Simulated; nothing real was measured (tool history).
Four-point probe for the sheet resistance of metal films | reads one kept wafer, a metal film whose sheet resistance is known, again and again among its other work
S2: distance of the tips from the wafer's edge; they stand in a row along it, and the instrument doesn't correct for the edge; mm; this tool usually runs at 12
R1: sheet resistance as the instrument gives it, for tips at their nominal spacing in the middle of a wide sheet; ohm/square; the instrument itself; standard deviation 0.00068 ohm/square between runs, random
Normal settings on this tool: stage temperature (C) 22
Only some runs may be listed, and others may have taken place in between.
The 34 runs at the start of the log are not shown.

Run 35, hour 963.3: usual settings but stage temperature (C) 21, S2 29 mm. Result: R1 3.415676 ohm/square.
Run 36, hour 1004.2: usual settings. Result: R1 3.420009 ohm/square.
Run 37, hour 1044.1: usual settings but S2 4 mm. Result: R1 3.461058 ohm/square.
Run 38, hour 1066.9: usual settings but stage temperature (C) 26, S2 5 mm. Result: R1 3.446899 ohm/square.
Run 39, hour 1102.6: usual settings but stage temperature (C) 26, S2 5 mm. Result: R1 3.445780 ohm/square.
Run 40, hour 1140.3: usual settings but stage temperature (C) 26, S2 5 mm. Result: R1 3.444822 ohm/square.
Run 41, hour 1158.6: usual settings but stage temperature (C) 26, S2 5 mm. Result: R1 3.447061 ohm/square.
Run 42, hour 1199.8: usual settings but stage temperature (C) 19, S2 9 mm. Result: R1 3.424996 ohm/square.
Run 43, hour 1232.3: usual settings but stage temperature (C) 19, S2 9 mm. Result: R1 3.424557 ohm/square.
Run 44, hour 1252.6: usual settings but stage temperature (C) 21, S2 7 mm. Result: R1 3.431404 ohm/square.
Run 45, hour 1287.0: usual settings but stage temperature (C) 21, S2 7 mm. Result: R1 3.430821 ohm/square.

Alternative continuations, all from the tool just after run 45; predict every row:
Run A, hour 1312.4: usual settings but stage temperature (C) 31, S2 7 mm. Result: R1 ?.
Run B, hour 1312.4: usual settings but stage temperature (C) 25, S2 4 mm. Result: R1 ?.
Run C, hour 1312.4: usual settings but stage temperature (C) 19, S2 7 mm. Result: R1 ?.
Run D, hour 1312.4: usual settings but stage temperature (C) 33, S2 7 mm. Result: R1 ?.

run        R1
  A  3.431931
  B  3.462234
  C  3.431319
  D  3.432248
With the hidden condition removed and each run's random variation left untouched, the same runs would have given:
run        R1
  A  3.432086
  B  3.462388
  C  3.431470
  D  3.432403

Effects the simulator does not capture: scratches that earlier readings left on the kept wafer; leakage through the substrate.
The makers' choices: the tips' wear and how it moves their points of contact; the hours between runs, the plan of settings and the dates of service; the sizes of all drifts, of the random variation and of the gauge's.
